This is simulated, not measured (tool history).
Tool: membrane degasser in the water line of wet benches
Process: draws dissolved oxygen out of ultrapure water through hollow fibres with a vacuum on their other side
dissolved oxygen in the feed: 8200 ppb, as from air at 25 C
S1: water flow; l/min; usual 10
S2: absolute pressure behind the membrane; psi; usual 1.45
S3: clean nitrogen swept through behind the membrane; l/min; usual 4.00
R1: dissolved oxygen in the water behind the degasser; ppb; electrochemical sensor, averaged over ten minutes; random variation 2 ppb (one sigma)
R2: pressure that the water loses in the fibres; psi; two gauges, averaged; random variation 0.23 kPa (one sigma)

| run | hour | S1 | S2 | S3 | R1 | R2 |
|---|---|---|---|---|---|---|
| 1 | 0.0 | 10 | 1.45 | 4.00 | 199.9 | 8.535 |
| 2 | 49.5 | 10 | 1.45 | 4.00 | 197.9 | 8.522 |
| 3 | 129.9 | 10 | 1.45 | 4.00 | 195.9 | 8.524 |
| 4 | 211.1 | 10 | 1.45 | 4.00 | 197.9 | 8.514 |
| 5 | 289.5 | 10 | 1.45 | 4.00 | 200.0 | 8.475 |
| 6 | 384.8 | 10 | 1.45 | 4.00 | 199.1 | 8.506 |
| 7 | 431.8 | 10 | 1.45 | 4.00 | 193.9 | 8.557 |
| 8 | 518.2 | 10 | 1.45 | 4.00 | 200.1 | 8.480 |
| 9 | 603.8 | 10 | 1.45 | 4.00 | 198.4 | 8.470 |
| 10 | 685.8 | 10 | 2.87 | 4.00 | 254.5 | 8.477 |
| 11 | 783.9 | 10 | 2.87 | 4.00 | 255.5 | 8.477 |
| 12 | 851.8 | 10 | 2.87 | 4.00 | 256.3 | 8.525 |
| 13 | 902.0 | 10 | 1.45 | 4.00 | 198.9 | 8.395 |
| 14 | 987.6 | 10 | 1.45 | 4.00 | 194.7 | 8.447 |
|  | 1055.2 | vacuum gauge calibrated |
| 15 | 1090.5 | 10 | 1.45 | 4.00 | 197.0 | 8.453 |
| 16 | 1180.5 | 16 | 1.45 | 4.00 | 505.3 | 13.457 |
| 17 | 1239.2 | 16 | 0.87 | 4.85 | 460.9 | 13.477 |
| 18 | 1340.1 | 16 | 0.87 | 4.85 | 460.3 | 13.468 |
| 19 | 1392.3 | 16 | 0.87 | 4.85 | 463.8 | 13.518 |
| 20 | 1478.5 | 13 | 1.04 | 1.97 | 351.5 | 11.026 |
| 21 | 1564.5 | 13 | 1.04 | 1.97 | 346.6 | 10.911 |
| 22 | 1612.8 | 7 | 2.54 | 3.71 | 121.6 | 5.918 |
| 23 | 1710.2 | 10 | 1.45 | 4.08 | 197.4 | 8.441 |

Forecast run 24:
| 24 | 1812.5 | 10 | 1.45 | 4.08 | ? | ? |

{"run 24": {"R1": 197.9, "R2": 8.405}}
Without the tool's hidden state the same run would have given R1 197.6 ppb, R2 8.541 psi.
